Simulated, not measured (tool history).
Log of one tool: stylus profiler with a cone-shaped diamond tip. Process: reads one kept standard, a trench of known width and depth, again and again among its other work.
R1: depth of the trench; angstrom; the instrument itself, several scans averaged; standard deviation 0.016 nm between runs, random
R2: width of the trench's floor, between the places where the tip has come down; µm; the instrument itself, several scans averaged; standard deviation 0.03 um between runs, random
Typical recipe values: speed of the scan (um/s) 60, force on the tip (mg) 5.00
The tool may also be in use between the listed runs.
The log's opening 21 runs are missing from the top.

run 22 hour=336.3 | speed_of_the_scan_(um/s)=60 force_on_the_tip_(mg)=5.00 | R1=1015.0 R2=47.11
run 23 hour=350.7 | speed_of_the_scan_(um/s)=60 force_on_the_tip_(mg)=1.76 | R1=1007.7 R2=47.04
run 24 hour=370.4 | speed_of_the_scan_(um/s)=188 force_on_the_tip_(mg)=2.58 | R1=1009.8 R2=46.37
run 25 hour=388.4 | speed_of_the_scan_(um/s)=188 force_on_the_tip_(mg)=2.58 | R1=1010.0 R2=46.34
run 26 hour=412.4 | speed_of_the_scan_(um/s)=30 force_on_the_tip_(mg)=11.30 | R1=1025.6 R2=47.34
run 27 hour=437.3 | speed_of_the_scan_(um/s)=30 force_on_the_tip_(mg)=11.30 | R1=1025.5 R2=47.36
run 28 hour=457.1 | speed_of_the_scan_(um/s)=30 force_on_the_tip_(mg)=11.30 | R1=1025.5 R2=47.31
run 29 hour=476.9 | speed_of_the_scan_(um/s)=33 force_on_the_tip_(mg)=6.65 | R1=1017.9 R2=47.26
run 30 hour=500.2 | speed_of_the_scan_(um/s)=19 force_on_the_tip_(mg)=7.55 | R1=1019.5 R2=47.26
-- hour=501.8 height scale calibrated on a step standard
run 31 hour=513.9 | speed_of_the_scan_(um/s)=19 force_on_the_tip_(mg)=7.55 | R1=1020.1 R2=47.31
run 32 hour=537.3 | speed_of_the_scan_(um/s)=78 force_on_the_tip_(mg)=13.47 | R1=1028.9 R2=47.14
-- hour=540.7 height scale calibrated on a step standard, once more
run 33 hour=561.3 | speed_of_the_scan_(um/s)=28 force_on_the_tip_(mg)=7.11 | R1=1018.7 R2=47.24
run 34 hour=586.4 | speed_of_the_scan_(um/s)=94 force_on_the_tip_(mg)=5.40 | R1=1015.8 R2=46.98
run 35 hour=610.0 | speed_of_the_scan_(um/s)=45 force_on_the_tip_(mg)=5.03 | R1=1015.2 R2=47.07
run 36 hour=627.7 | speed_of_the_scan_(um/s)=45 force_on_the_tip_(mg)=5.03 | R1=1014.9 R2=47.13
run 37 hour=643.1 | speed_of_the_scan_(um/s)=45 force_on_the_tip_(mg)=5.03 | R1=1015.2 R2=47.12
run 38 hour=655.3 | speed_of_the_scan_(um/s)=36 force_on_the_tip_(mg)=4.10 | R1=1013.1 R2=47.09
run 39 hour=666.5 | speed_of_the_scan_(um/s)=36 force_on_the_tip_(mg)=4.57 | R1=1014.2 R2=47.14
run 40 hour=681.8 | speed_of_the_scan_(um/s)=130 force_on_the_tip_(mg)=6.97 | R1=1018.4 R2=46.87
run 41 hour=706.1 | speed_of_the_scan_(um/s)=60 force_on_the_tip_(mg)=4.05 | R1=1013.2 R2=47.00
run 42 hour=730.5 | speed_of_the_scan_(um/s)=16 force_on_the_tip_(mg)=5.68 | R1=1016.3 R2=47.18
run 43 hour=753.7 | speed_of_the_scan_(um/s)=16 force_on_the_tip_(mg)=5.68 | R1=1016.1 R2=47.13
run 44 hour=771.5 | speed_of_the_scan_(um/s)=25 force_on_the_tip_(mg)=3.50 | R1=1012.2 R2=47.18
run 45 hour=794.3 | speed_of_the_scan_(um/s)=66 force_on_the_tip_(mg)=8.21 | R1=1020.8 R2=47.03

5 options for the next run, each taken on its own from the tool as it stands now. Forecast them:
run A hour=814.0 | speed_of_the_scan_(um/s)=195 force_on_the_tip_(mg)=3.80 | R1=? R2=?
run B hour=814.0 | speed_of_the_scan_(um/s)=17 force_on_the_tip_(mg)=5.00 | R1=? R2=?
run C hour=814.0 | speed_of_the_scan_(um/s)=58 force_on_the_tip_(mg)=14.69 | R1=? R2=?
run D hour=814.0 | speed_of_the_scan_(um/s)=78 force_on_the_tip_(mg)=11.70 | R1=? R2=?
run E hour=814.0 | speed_of_the_scan_(um/s)=101 force_on_the_tip_(mg)=8.21 | R1=? R2=?

run=A R1=1012.9 R2=46.28
run=B R1=1015.1 R2=47.10
run=C R1=1030.2 R2=46.97
run=D R1=1026.0 R2=47.01
run=E R1=1020.8 R2=46.89
The same runs, with their run-to-run variation unchanged, on a tool lacking any hidden condition would have given:
run=A R1=1012.3 R2=47.10
run=B R1=1014.5 R2=47.92
run=C R1=1029.6 R2=47.79
run=D R1=1025.4 R2=47.83
run=E R1=1020.2 R2=47.70
